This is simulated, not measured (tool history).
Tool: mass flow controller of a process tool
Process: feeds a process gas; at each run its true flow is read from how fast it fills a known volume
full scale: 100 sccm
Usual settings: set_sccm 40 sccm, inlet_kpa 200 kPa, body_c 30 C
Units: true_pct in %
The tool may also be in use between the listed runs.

run 1 hour=0 | set_sccm=40 inlet_kpa=200 body_c=30 | true_pct=99.06
run 2 hour=76.1 | set_sccm=40 inlet_kpa=200 body_c=30 | true_pct=99.04
run 3 hour=193 | set_sccm=40 inlet_kpa=155 body_c=30 | true_pct=99.24
run 4 hour=263.4 | set_sccm=40 inlet_kpa=155 body_c=30 | true_pct=99.18
run 5 hour=360.5 | set_sccm=40 inlet_kpa=155 body_c=30 | true_pct=99.27
run 6 hour=435.2 | set_sccm=40 inlet_kpa=155 body_c=30 | true_pct=99.16
run 7 hour=506.5 | set_sccm=40 inlet_kpa=155 body_c=30 | true_pct=99.15
run 8 hour=596.2 | set_sccm=84 inlet_kpa=212 body_c=38 | true_pct=97.87
run 9 hour=687.7 | set_sccm=84 inlet_kpa=147 body_c=22 | true_pct=98.85
run 10 hour=792.1 | set_sccm=16 inlet_kpa=197 body_c=37 | true_pct=101.5
run 11 hour=864.1 | set_sccm=11 inlet_kpa=164 body_c=39 | true_pct=103.9
run 12 hour=992.5 | set_sccm=11 inlet_kpa=164 body_c=39 | true_pct=103.92
run 13 hour=1071.9 | set_sccm=14 inlet_kpa=251 body_c=32 | true_pct=102.3
run 14 hour=1193.3 | set_sccm=14 inlet_kpa=251 body_c=32 | true_pct=102.36

4 ways to go on from here, each from the tool as it stands after run 14. What would each give?
run A hour=1295.5 | set_sccm=32 inlet_kpa=254 body_c=30 | true_pct=?
run B hour=1295.5 | set_sccm=14 inlet_kpa=261 body_c=21 | true_pct=?
run C hour=1295.5 | set_sccm=79 inlet_kpa=259 body_c=26 | true_pct=?
run D hour=1295.5 | set_sccm=18 inlet_kpa=200 body_c=30 | true_pct=?

run=A true_pct=99.38
run=B true_pct=102.96
run=C true_pct=98.11
run=D true_pct=101.45
Without the tool's hidden state the same runs would have given:
run=A true_pct=99.28
run=B true_pct=99.48
run=C true_pct=99.58
run=D true_pct=99.3

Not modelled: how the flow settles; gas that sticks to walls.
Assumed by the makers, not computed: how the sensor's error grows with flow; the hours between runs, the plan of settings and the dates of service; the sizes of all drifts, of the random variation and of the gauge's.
